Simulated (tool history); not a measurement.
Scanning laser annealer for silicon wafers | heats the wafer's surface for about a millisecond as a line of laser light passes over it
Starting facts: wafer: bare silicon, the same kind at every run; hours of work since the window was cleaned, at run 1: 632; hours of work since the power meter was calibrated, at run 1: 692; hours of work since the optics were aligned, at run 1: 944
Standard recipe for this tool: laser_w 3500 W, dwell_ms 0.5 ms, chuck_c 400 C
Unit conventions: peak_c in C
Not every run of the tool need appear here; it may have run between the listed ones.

run,hour,laser_w,dwell_ms,chuck_c,hours of work since the window was cleaned,hours of work since the power meter was calibrated,hours of work since the optics were aligned,peak_c
1,0,3500,0.5,400,632,692,944,1231
2,42.4,3500,0.601,400,658,718,970,1306
3,78.7,3500,0.601,400,680,740,992,1311
# hour 109.2: window over the wafer cleaned
4,109.2,3500,0.5,400,0,757,1009,1231
5,160,3500,0.5,400,31,788,1040,1228
6,182.2,3500,0.5,400,45,802,1054,1228
7,215.3,3500,0.5,400,65,822,1074,1228
8,242.8,3500,0.5,400,82,839,1091,1226
9,288.4,3500,0.546,400,109,866,1119,1269
10,312.5,3409,0.546,400,124,881,1133,1244
11,337.6,3500,0.5,400,139,896,1149,1232
12,369.4,3500,0.5,400,159,916,1168,1232
13,400.1,3500,0.5,400,177,935,1187,1230
14,441.6,3783,0.37,400,203,960,1212,1177
15,482.2,3783,0.37,400,227,985,1237,1177
16,530.6,3783,0.37,400,257,1014,1266,1172
17,556.3,3333,0.478,397,273,1030,1282,1165
18,598.1,3333,0.505,440,298,1055,1307,1230
19,623.1,3318,0.542,399,313,1071,1323,1212
20,670.7,3318,0.542,399,342,1100,1352,1214
21,697.3,3696,0.574,398,359,1116,1368,1347
22,740.1,3296,0.568,418,385,1142,1394,1247
23,789.5,3500,0.511,392,415,1172,1424,1233
24,828.6,3500,0.511,392,439,1196,1448,1231
25,867.8,3837,0.474,368,463,1220,1472,1265
26,916,3837,0.474,368,492,1249,1501,1266

5 ways to go on from here, each from the tool as it stands after run 26. What would each give?
A,965.4,3500,0.393,400,522,1279,1531,?
B,965.4,3500,0.507,400,522,1279,1531,?
C,965.4,3592,0.474,368,522,1279,1531,?
D,965.4,3551,0.474,368,522,1279,1531,?
E,965.4,3156,0.392,382,522,1279,1531,?

run,peak_c
A,1137
B,1238
C,1197
D,1190
E,1032
Stripped of hidden state, with their random variation kept, the same runs would have yielded:
run,peak_c
A,1138
B,1240
C,1199
D,1191
E,1033
